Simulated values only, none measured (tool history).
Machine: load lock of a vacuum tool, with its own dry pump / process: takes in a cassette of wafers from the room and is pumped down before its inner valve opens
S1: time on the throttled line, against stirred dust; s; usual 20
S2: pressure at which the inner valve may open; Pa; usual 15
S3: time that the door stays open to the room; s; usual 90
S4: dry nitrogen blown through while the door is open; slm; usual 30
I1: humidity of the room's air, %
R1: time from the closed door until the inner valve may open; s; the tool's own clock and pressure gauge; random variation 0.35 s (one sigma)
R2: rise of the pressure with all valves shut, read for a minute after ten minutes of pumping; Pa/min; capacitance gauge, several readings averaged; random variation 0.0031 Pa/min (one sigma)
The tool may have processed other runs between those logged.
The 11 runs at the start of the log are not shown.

run 12 hour=4384.5 | S1=20 S2=24 S3=90 S4=8 | I1=50.0 | R1=34.8 R2=0.423
run 13 hour=4785.5 | S1=20 S2=15 S3=165 S4=30 | I1=40.5 | R1=36.9 R2=0.396
run 14 hour=5231.5 | S1=20 S2=15 S3=165 S4=30 | I1=47.0 | R1=36.3 R2=0.414
run 15 hour=5606.1 | S1=20 S2=15 S3=165 S4=30 | I1=44.2 | R1=37.1 R2=0.428
run 16 hour=5850.6 | S1=20 S2=15 S3=165 S4=30 | I1=43.7 | R1=36.4 R2=0.437
run 17 hour=6381.4 | S1=20 S2=15 S3=90 S4=30 | I1=45.9 | R1=36.8 R2=0.413
run 18 hour=6671.6 | S1=20 S2=15 S3=90 S4=30 | I1=44.6 | R1=36.5 R2=0.416
run 19 hour=6975.2 | S1=12 S2=15 S3=58 S4=35 | I1=45.9 | R1=31.5 R2=0.415
run 20 hour=7388.4 | S1=12 S2=13 S3=58 S4=35 | I1=49.1 | R1=30.8 R2=0.429
run 21 hour=7756.3 | S1=12 S2=13 S3=58 S4=35 | I1=44.5 | R1=31.5 R2=0.437
run 22 hour=8143.7 | S1=12 S2=13 S3=58 S4=35 | I1=45.0 | R1=32.5 R2=0.445
run 23 hour=8425.1 | S1=12 S2=13 S3=58 S4=35 | I1=40.4 | R1=32.4 R2=0.447
run 24 hour=8742.8 | S1=15 S2=24 S3=90 S4=38 | I1=41.7 | R1=32.5 R2=0.475
run 25 hour=9080.2 | S1=20 S2=12 S3=90 S4=30 | I1=46.8 | R1=38.5 R2=0.502
run 26 hour=9614.6 | S1=24 S2=12 S3=90 S4=30 | I1=46.2 | R1=41.1 R2=0.512
run 27 hour=9928.7 | S1=24 S2=28 S3=83 S4=30 | I1=46.2 | R1=37.9 R2=0.519
run 28 hour=10218.2 | S1=24 S2=16 S3=225 S4=30 | I1=44.8 | R1=40.1 R2=0.579
run 29 hour=10544.0 | S1=20 S2=14 S3=90 S4=29 | I1=47.9 | R1=37.7 R2=0.538
run 30 hour=10928.8 | S1=20 S2=14 S3=90 S4=29 | I1=43.8 | R1=37.2 R2=0.552
run 31 hour=11383.1 | S1=33 S2=15 S3=47 S4=30 | I1=42.5 | R1=46.8 R2=0.549
run 32 hour=11887.2 | S1=24 S2=29 S3=128 S4=30 | I1=43.0 | R1=38.8 R2=0.599
run 33 hour=12431.6 | S1=20 S2=14 S3=210 S4=20 | I1=45.4 | R1=38.1 R2=0.707
run 34 hour=12668.4 | S1=24 S2=15 S3=195 S4=30 | I1=44.4 | R1=40.6 R2=0.657
run 35 hour=12960.6 | S1=20 S2=15 S3=79 S4=17 | I1=43.5 | R1=38.2 R2=0.649
run 36 hour=13518.5 | S1=20 S2=15 S3=79 S4=17 | I1=48.6 | R1=37.8 R2=0.657

Each row is a separate what-if for the run after 36, all from the same tool condition, not one after another. Results?
run A hour=13900.7 | S1=20 S2=25 S3=90 S4=30 | I1=43.2 | R1=? R2=?
run B hour=13900.7 | S1=20 S2=15 S3=26 S4=17 | I1=47.2 | R1=? R2=?
run C hour=13900.7 | S1=20 S2=15 S3=79 S4=5 | I1=45.5 | R1=? R2=?
run D hour=13900.7 | S1=20 S2=15 S3=28 S4=30 | I1=43.0 | R1=? R2=?

run=A R1=36.9 R2=0.650
run=B R1=38.6 R2=0.635
run=C R1=37.6 R2=0.711
run=D R1=37.6 R2=0.627
The same runs, with their run-to-run variation unchanged, on a tool lacking any hidden condition would have given:
run=A R1=34.9 R2=0.073
run=B R1=36.5 R2=0.051
run=C R1=35.5 R2=0.130
run=D R1=35.5 R2=0.041
